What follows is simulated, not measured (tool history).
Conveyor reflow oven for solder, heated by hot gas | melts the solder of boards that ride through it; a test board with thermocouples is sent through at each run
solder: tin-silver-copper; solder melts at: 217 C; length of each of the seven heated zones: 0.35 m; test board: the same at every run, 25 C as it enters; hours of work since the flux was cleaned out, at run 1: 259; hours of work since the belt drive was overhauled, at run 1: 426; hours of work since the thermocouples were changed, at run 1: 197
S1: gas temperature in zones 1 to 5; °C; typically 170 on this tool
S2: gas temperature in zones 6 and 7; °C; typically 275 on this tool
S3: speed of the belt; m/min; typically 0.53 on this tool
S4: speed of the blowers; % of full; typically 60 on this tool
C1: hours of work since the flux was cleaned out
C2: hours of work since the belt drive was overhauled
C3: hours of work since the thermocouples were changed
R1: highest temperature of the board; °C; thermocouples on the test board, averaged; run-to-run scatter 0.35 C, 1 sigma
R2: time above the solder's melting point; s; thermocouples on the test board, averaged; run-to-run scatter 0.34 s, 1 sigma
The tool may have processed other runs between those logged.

run   hour   S1   S2     S3  S4   C1   C2   C3     R1    R2
  1      0  170  275   0.53  60  259  426  197  253.5  57.9
  2     16  170  275  0.456  60  271  437  208  258.8  73.7
  3   45.3  170  275  0.456  60  292  458  229    259  72.9
  4   59.7  170  275  0.456  60  302  468  239  259.3  72.2
  5   78.5  170  275  0.495  60  316  482  253  256.5  65.4
  6  107.4  170  275   0.53  60  336  502  274  253.9  57.7
  7  124.8  170  285   0.53  60  349  515  286  262.1  64.1
  8  147.1  170  285   0.53  60  365  531  302  262.2  63.7
  9  174.7  170  285   0.53  60  385  551  322    262  63.8
 10  200.6  170  285   0.53  60  403  569  340  262.5    64
 11  226.2  170  275   0.53  60  421  587  359  253.4  57.7
 12  246.7  170  275   0.53  60  436  602  373  254.2    58
 13  268.3  179  275   0.53  60  452  618  389  255.6  62.3
 14    294  179  275   0.53  60  470  636  407  255.3  62.7
     305.7  -- flux residue cleaned out of gas plates and filters
 15  316.6  179  275   0.53  60    8  649  420  255.7  62.9
 16  339.2  170  284   0.53  60   24  665  436  262.3  63.1
 17  366.1  170  275   0.53  78   43  684  455  259.2  63.2
 18  391.8  170  275   0.53  78   62  702  474  259.4  62.3
 19  421.3  178  275  0.492  60   83  724  495  258.9  69.7
 20  439.6  178  287  0.466  83   96  737  508  276.1  83.9
 21  460.1  178  287  0.466  83  111  751  523  275.8  84.2
 22  486.2  163  283  0.568  87  129  770  541  263.9  58.9
 23  509.3  163  277  0.568  87  146  787  558  259.3  56.7
 24  538.5  163  277  0.568  87  167  808  579    259  56.9
 25  564.5  163  277  0.568  79  185  826  597  257.4  54.7
 26  595.3  163  277  0.568  79  207  848  619  257.3  54.3
 27  615.5  163  270  0.568  79  222  863  634  250.7  50.9
 28  641.9  170  275   0.53  78  241  882  653  258.3    62
 29  657.9  170  270   0.53  78  252  893  664  254.3  59.1
 30  688.5  170  270   0.53  78  274  915  686  254.6  59.5
 31  716.5  170  270   0.53  78  294  935  706  254.5  59.9
 32  741.7  170  270   0.53  78  312  953  724    254  59.5

How the hidden state differs across the entries between the runs, from the last listed run before each to the first after it:
Runs 14 to 15: flux residue cleaned out of gas plates and filters (hour 305.7)
  heat that the gas passes to the board, % of a clean oven's: 99.1 -> 99.9; true gas temperature in zones 6 and 7 over the reading, C: 0.05 -> 0.06
